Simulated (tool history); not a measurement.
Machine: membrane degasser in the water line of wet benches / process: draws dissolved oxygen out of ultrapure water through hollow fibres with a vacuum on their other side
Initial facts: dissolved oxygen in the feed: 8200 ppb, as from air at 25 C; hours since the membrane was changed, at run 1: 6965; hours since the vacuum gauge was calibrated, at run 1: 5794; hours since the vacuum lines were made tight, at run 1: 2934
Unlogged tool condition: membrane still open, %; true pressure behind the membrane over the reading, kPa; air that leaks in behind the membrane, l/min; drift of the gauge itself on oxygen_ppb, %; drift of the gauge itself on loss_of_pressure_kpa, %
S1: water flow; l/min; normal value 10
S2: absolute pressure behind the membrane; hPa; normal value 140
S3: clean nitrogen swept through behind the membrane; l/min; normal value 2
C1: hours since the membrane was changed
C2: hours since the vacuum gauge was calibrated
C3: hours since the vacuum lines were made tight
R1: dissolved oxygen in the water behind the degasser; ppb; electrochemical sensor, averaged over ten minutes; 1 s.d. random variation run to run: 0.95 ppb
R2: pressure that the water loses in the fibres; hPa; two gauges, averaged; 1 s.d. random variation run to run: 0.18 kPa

run    hour  S1   S2    S3    C1    C2    C3     R1     R2
  1       0  10  140     2  6965  5794  2934  142.7  360.3
  2      92  10  140     2  7057  5886  3026  143.8    355
  3   222.3  10  140     2  7187  6016  3156  144.5  356.8
      291.9  -- vacuum gauge calibrated
  4     326  10  140     2  7290    34  3259  142.1  358.6
  5   425.2  10  140     2  7389   133  3358  143.1    359
  6   573.9  10  140     2  7538   282  3507  144.7  358.6
  7   650.3  10  140     2  7614   358  3583  142.2  354.9
  8   797.1  10  140     2  7761   505  3730    143  360.5
  9   973.8  10  158     2  7938   682  3907  164.6  355.4
 10  1116.2  10  147  1.51  8080   824  4049  191.9  359.6
 11  1219.3  10  154     2  8184   927  4152  160.3  360.6
 12  1338.3  10   84  3.92  8302  1046  4271   44.6  361.7
 13  1417.4  11  197  3.92  8382  1126  4350  131.6  393.3
 14    1511  11  197  3.92  8475  1219  4444  131.2  393.1
 15  1668.3  11  197  3.92  8633  1376  4601    130  396.8
 16  1811.9  10  237     2  8776  1520  4745  260.2  357.6
 17  1930.7  10  237     2  8895  1639  4864  262.6  358.7

Each run again, without the hidden state but with its own random variation kept:
run     R1     R2
  1    139  351.6
  2  140.1  346.3
  3  140.6  347.9
  4  138.4  349.6
  5  139.3  349.8
  6  140.8  349.3
  7  138.2  345.6
  8  138.9  350.9
  9  160.1  345.6
 10    187  349.6
 11  155.7  350.4
 12   41.8  351.4
 13    127  381.9
 14  126.5  381.6
 15  125.3    385
 16  253.5  346.8
 17  255.8  347.7
